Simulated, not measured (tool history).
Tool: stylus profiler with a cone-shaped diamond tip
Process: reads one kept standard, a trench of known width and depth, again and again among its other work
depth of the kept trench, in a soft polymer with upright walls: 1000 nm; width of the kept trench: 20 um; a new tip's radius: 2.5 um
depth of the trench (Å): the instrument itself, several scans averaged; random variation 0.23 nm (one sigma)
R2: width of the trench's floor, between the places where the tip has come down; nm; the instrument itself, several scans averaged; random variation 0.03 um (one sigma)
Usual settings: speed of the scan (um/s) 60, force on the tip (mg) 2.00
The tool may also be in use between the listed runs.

run 1 hour=0.0 | speed_of_the_scan_(um/s)=60 force_on_the_tip_(mg)=2.00 | depth_of_the_trench_(Å)=10109.5 R2=15790
run 2 hour=65.7 | speed_of_the_scan_(um/s)=60 force_on_the_tip_(mg)=2.00 | depth_of_the_trench_(Å)=10104.1 R2=15830
run 3 hour=199.6 | speed_of_the_scan_(um/s)=60 force_on_the_tip_(mg)=4.54 | depth_of_the_trench_(Å)=10183.6 R2=15900
-- hour=226.0 new tip fitted, height scale calibrated
run 4 hour=339.5 | speed_of_the_scan_(um/s)=60 force_on_the_tip_(mg)=3.08 | depth_of_the_trench_(Å)=10138.9 R2=15870
run 5 hour=435.0 | speed_of_the_scan_(um/s)=60 force_on_the_tip_(mg)=2.00 | depth_of_the_trench_(Å)=10106.0 R2=15830
run 6 hour=503.9 | speed_of_the_scan_(um/s)=60 force_on_the_tip_(mg)=2.00 | depth_of_the_trench_(Å)=10104.6 R2=15820
run 7 hour=598.7 | speed_of_the_scan_(um/s)=60 force_on_the_tip_(mg)=2.00 | depth_of_the_trench_(Å)=10105.8 R2=15850
run 8 hour=694.7 | speed_of_the_scan_(um/s)=23 force_on_the_tip_(mg)=2.00 | depth_of_the_trench_(Å)=10109.0 R2=15870
run 9 hour=806.0 | speed_of_the_scan_(um/s)=23 force_on_the_tip_(mg)=2.00 | depth_of_the_trench_(Å)=10105.1 R2=15910
run 10 hour=911.4 | speed_of_the_scan_(um/s)=24 force_on_the_tip_(mg)=2.00 | depth_of_the_trench_(Å)=10105.2 R2=15980
run 11 hour=1017.5 | speed_of_the_scan_(um/s)=60 force_on_the_tip_(mg)=2.00 | depth_of_the_trench_(Å)=10103.4 R2=15870
run 12 hour=1073.4 | speed_of_the_scan_(um/s)=60 force_on_the_tip_(mg)=2.00 | depth_of_the_trench_(Å)=10105.6 R2=15820
run 13 hour=1202.0 | speed_of_the_scan_(um/s)=60 force_on_the_tip_(mg)=2.00 | depth_of_the_trench_(Å)=10103.7 R2=15850
run 14 hour=1265.7 | speed_of_the_scan_(um/s)=60 force_on_the_tip_(mg)=0.92 | depth_of_the_trench_(Å)=10061.0 R2=15750
run 15 hour=1372.9 | speed_of_the_scan_(um/s)=60 force_on_the_tip_(mg)=0.92 | depth_of_the_trench_(Å)=10065.5 R2=15790
run 16 hour=1498.5 | speed_of_the_scan_(um/s)=60 force_on_the_tip_(mg)=2.00 | depth_of_the_trench_(Å)=10103.1 R2=15800
run 17 hour=1625.4 | speed_of_the_scan_(um/s)=186 force_on_the_tip_(mg)=2.00 | depth_of_the_trench_(Å)=10103.5 R2=15470
run 18 hour=1747.0 | speed_of_the_scan_(um/s)=186 force_on_the_tip_(mg)=2.00 | depth_of_the_trench_(Å)=10104.2 R2=15460
run 19 hour=1866.2 | speed_of_the_scan_(um/s)=186 force_on_the_tip_(mg)=2.00 | depth_of_the_trench_(Å)=10107.4 R2=15470
run 20 hour=1939.8 | speed_of_the_scan_(um/s)=60 force_on_the_tip_(mg)=1.34 | depth_of_the_trench_(Å)=10078.0 R2=15790
run 21 hour=2021.3 | speed_of_the_scan_(um/s)=62 force_on_the_tip_(mg)=3.40 | depth_of_the_trench_(Å)=10149.1 R2=15860
run 22 hour=2157.8 | speed_of_the_scan_(um/s)=168 force_on_the_tip_(mg)=3.67 | depth_of_the_trench_(Å)=10156.1 R2=15660
run 23 hour=2251.1 | speed_of_the_scan_(um/s)=15 force_on_the_tip_(mg)=3.05 | depth_of_the_trench_(Å)=10137.1 R2=15970
run 24 hour=2326.5 | speed_of_the_scan_(um/s)=42 force_on_the_tip_(mg)=3.05 | depth_of_the_trench_(Å)=10137.7 R2=15920
run 25 hour=2433.5 | speed_of_the_scan_(um/s)=42 force_on_the_tip_(mg)=1.61 | depth_of_the_trench_(Å)=10090.1 R2=15900
run 26 hour=2496.8 | speed_of_the_scan_(um/s)=42 force_on_the_tip_(mg)=1.61 | depth_of_the_trench_(Å)=10090.2 R2=15900
run 27 hour=2626.3 | speed_of_the_scan_(um/s)=42 force_on_the_tip_(mg)=5.91 | depth_of_the_trench_(Å)=10215.5 R2=15920
run 28 hour=2707.0 | speed_of_the_scan_(um/s)=42 force_on_the_tip_(mg)=5.91 | depth_of_the_trench_(Å)=10215.7 R2=15890
run 29 hour=2772.8 | speed_of_the_scan_(um/s)=33 force_on_the_tip_(mg)=5.85 | depth_of_the_trench_(Å)=10214.0 R2=15910
run 30 hour=2878.3 | speed_of_the_scan_(um/s)=52 force_on_the_tip_(mg)=5.87 | depth_of_the_trench_(Å)=10212.2 R2=15870
run 31 hour=2953.2 | speed_of_the_scan_(um/s)=52 force_on_the_tip_(mg)=5.87 | depth_of_the_trench_(Å)=10214.0 R2=15930
run 32 hour=3060.7 | speed_of_the_scan_(um/s)=52 force_on_the_tip_(mg)=5.87 | depth_of_the_trench_(Å)=10213.9 R2=15880
run 33 hour=3149.3 | speed_of_the_scan_(um/s)=52 force_on_the_tip_(mg)=5.87 | depth_of_the_trench_(Å)=10209.7 R2=15930
run 34 hour=3227.5 | speed_of_the_scan_(um/s)=52 force_on_the_tip_(mg)=5.87 | depth_of_the_trench_(Å)=10214.0 R2=15910
run 35 hour=3288.6 | speed_of_the_scan_(um/s)=74 force_on_the_tip_(mg)=1.27 | depth_of_the_trench_(Å)=10078.3 R2=15690
run 36 hour=3366.1 | speed_of_the_scan_(um/s)=46 force_on_the_tip_(mg)=5.77 | depth_of_the_trench_(Å)=10212.5 R2=15880
run 37 hour=3448.0 | speed_of_the_scan_(um/s)=16 force_on_the_tip_(mg)=0.85 | depth_of_the_trench_(Å)=10057.1 R2=15930

5 ways to go on from here, each from the tool as it stands after run 37. What would each give?
-- hour=3553.0 height scale calibrated on a step standard
run A hour=3572.4 | speed_of_the_scan_(um/s)=41 force_on_the_tip_(mg)=1.28 | depth_of_the_trench_(Å)=? R2=?
-- hour=3553.0 height scale calibrated on a step standard
run B hour=3572.4 | speed_of_the_scan_(um/s)=65 force_on_the_tip_(mg)=2.57 | depth_of_the_trench_(Å)=? R2=?
-- hour=3553.0 height scale calibrated on a step standard
run C hour=3572.4 | speed_of_the_scan_(um/s)=60 force_on_the_tip_(mg)=2.23 | depth_of_the_trench_(Å)=? R2=?
-- hour=3553.0 height scale calibrated on a step standard
run D hour=3572.4 | speed_of_the_scan_(um/s)=214 force_on_the_tip_(mg)=2.93 | depth_of_the_trench_(Å)=? R2=?
-- hour=3553.0 height scale calibrated on a step standard
run E hour=3572.4 | speed_of_the_scan_(um/s)=214 force_on_the_tip_(mg)=3.20 | depth_of_the_trench_(Å)=? R2=?

run=A depth_of_the_trench_(Å)=10076.7 R2=15840
run=B depth_of_the_trench_(Å)=10120.4 R2=15820
run=C depth_of_the_trench_(Å)=10115.0 R2=15840
run=D depth_of_the_trench_(Å)=10135.4 R2=15450
run=E depth_of_the_trench_(Å)=10143.8 R2=15590
Without the tool's hidden state the same runs would have given:
run=A depth_of_the_trench_(Å)=10076.7 R2=15860
run=B depth_of_the_trench_(Å)=10120.4 R2=15840
run=C depth_of_the_trench_(Å)=10115.0 R2=15860
run=D depth_of_the_trench_(Å)=10135.4 R2=15470
run=E depth_of_the_trench_(Å)=10143.8 R2=15610
